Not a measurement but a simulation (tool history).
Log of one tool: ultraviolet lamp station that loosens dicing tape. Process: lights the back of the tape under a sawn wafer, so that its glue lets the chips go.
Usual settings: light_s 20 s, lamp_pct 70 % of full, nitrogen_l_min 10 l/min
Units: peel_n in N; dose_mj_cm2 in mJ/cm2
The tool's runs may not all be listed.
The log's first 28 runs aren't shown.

run   hour  light_s  lamp_pct  nitrogen_l_min  hours of work of the lamp  hours of work since the window was cleaned  peel_n  dose_mj_cm2
 29  172.1       12        70               5                        202                                         163   2.186          134
 30  178.6       12        70               5                        207                                         167   2.363          133
 31  183.3       17        67               5                        210                                         171   1.400          179
 32  191.4       35        70               8                        216                                         177   0.123          379
 33  199.9       14        70               3                        222                                         183   2.426          150
 34  205.1       14        70               3                        226                                         186   2.469          147
 35  209.1       20        79              11                        229                                         189   0.376          241
 36  216.1       20        79              11                        234                                         194   0.377          237
 37  223.8       20        79              11                        239                                         200   0.371          240
 38  229.2       20        79               8                        243                                         204   0.520          236
 39  234.1       20        79               8                        246                                         207   0.532          238
 40  242.0       20        88              13                        252                                         213   0.274          257
     243.4  -- window cleaned of glue's vapour
 41  248.6       20        88              15                        256                                           4   0.161          300
 42  255.3       20        88              15                        261                                           8   0.159          298
 43  261.9       16        94               8                        266                                          13   0.417          253

3 ways to go on from here, each from the tool as it stands after run 43. What would each give?
  A  265.6       31        61               3                        269                                          16       ?            ?
  B  265.6       33        62              19                        269                                          16       ?            ?
  C  265.6       34        93              10                        269                                          16       ?            ?

run  peel_n  dose_mj_cm2
  A   0.561          318
  B   0.095          343
  C   0.074          541
Without the tool's hidden state the same runs would have given:
run  peel_n  dose_mj_cm2
  A   0.385          365
  B   0.075          395
  C   0.069          621
